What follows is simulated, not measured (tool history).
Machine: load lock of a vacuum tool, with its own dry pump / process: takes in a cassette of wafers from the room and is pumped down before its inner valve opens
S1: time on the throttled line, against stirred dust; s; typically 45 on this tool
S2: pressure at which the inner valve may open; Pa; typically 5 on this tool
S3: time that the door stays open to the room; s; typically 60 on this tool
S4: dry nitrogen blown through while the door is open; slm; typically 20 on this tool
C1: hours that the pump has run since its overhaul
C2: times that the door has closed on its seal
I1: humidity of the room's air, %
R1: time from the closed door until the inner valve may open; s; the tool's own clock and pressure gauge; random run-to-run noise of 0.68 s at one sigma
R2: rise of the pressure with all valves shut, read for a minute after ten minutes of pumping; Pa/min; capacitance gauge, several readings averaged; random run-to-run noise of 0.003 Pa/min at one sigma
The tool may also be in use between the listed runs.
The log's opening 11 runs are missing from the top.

{"run": 12, "day": 37.475, "S1": 45, "S2": 5, "S3": 60, "S4": 20, "C1": 8029, "C2": 3561, "I1": 46.6, "R1": 100.3, "R2": 0.024}
{"run": 13, "day": 40.096, "S1": 45, "S2": 5, "S3": 60, "S4": 20, "C1": 8092, "C2": 3742, "I1": 44.2, "R1": 101.3, "R2": 0.021}
{"run": 14, "day": 42.346, "S1": 45, "S2": 5, "S3": 60, "S4": 12, "C1": 8146, "C2": 3898, "I1": 48.9, "R1": 100.8, "R2": 0.034}
{"run": 15, "day": 45.754, "S1": 45, "S2": 5, "S3": 60, "S4": 20, "C1": 8228, "C2": 4133, "I1": 46.6, "R1": 101.9, "R2": 0.025}
{"run": 16, "day": 48.175, "S1": 45, "S2": 5, "S3": 60, "S4": 20, "C1": 8286, "C2": 4300, "I1": 45.6, "R1": 101.6, "R2": 0.02}
{"run": 17, "day": 52.658, "S1": 45, "S2": 5, "S3": 218, "S4": 20, "C1": 8393, "C2": 4610, "I1": 40.5, "R1": 101.3, "R2": 0.045}
{"run": 18, "day": 56.079, "S1": 78, "S2": 5, "S3": 60, "S4": 20, "C1": 8475, "C2": 4846, "I1": 43, "R1": 126.7, "R2": 0.023}
{"run": 19, "day": 60.583, "S1": 78, "S2": 5, "S3": 60, "S4": 20, "C1": 8583, "C2": 5157, "I1": 45.5, "R1": 128.2, "R2": 0.019}
{"run": 20, "day": 65.254, "S1": 78, "S2": 5, "S3": 60, "S4": 20, "C1": 8696, "C2": 5479, "I1": 45.6, "R1": 126.7, "R2": 0.025}
{"run": 21, "day": 67.779, "S1": 57, "S2": 5, "S3": 60, "S4": 20, "C1": 8756, "C2": 5654, "I1": 41.8, "R1": 109.7, "R2": 0.023}
{"run": 22, "day": 71.838, "S1": 34, "S2": 7, "S3": 60, "S4": 20, "C1": 8854, "C2": 5934, "I1": 42.4, "R1": 89.9, "R2": 0.028}
{"run": 23, "day": 75.942, "S1": 48, "S2": 5, "S3": 81, "S4": 21, "C1": 8952, "C2": 6218, "I1": 43.9, "R1": 104.3, "R2": 0.026}

Predict the results of run 24:
{"run": 24, "day": 77.929, "S1": 48, "S2": 5, "S3": 81, "S4": 21, "C1": 9000, "C2": 6355, "I1": 45.5, "R1": "?", "R2": "?"}

R1: 103.8 s
R2: 0.029 Pa/min
Had the tool carried no hidden state, the very same run would have given R1 103.7 s, R2 0.029 Pa/min.

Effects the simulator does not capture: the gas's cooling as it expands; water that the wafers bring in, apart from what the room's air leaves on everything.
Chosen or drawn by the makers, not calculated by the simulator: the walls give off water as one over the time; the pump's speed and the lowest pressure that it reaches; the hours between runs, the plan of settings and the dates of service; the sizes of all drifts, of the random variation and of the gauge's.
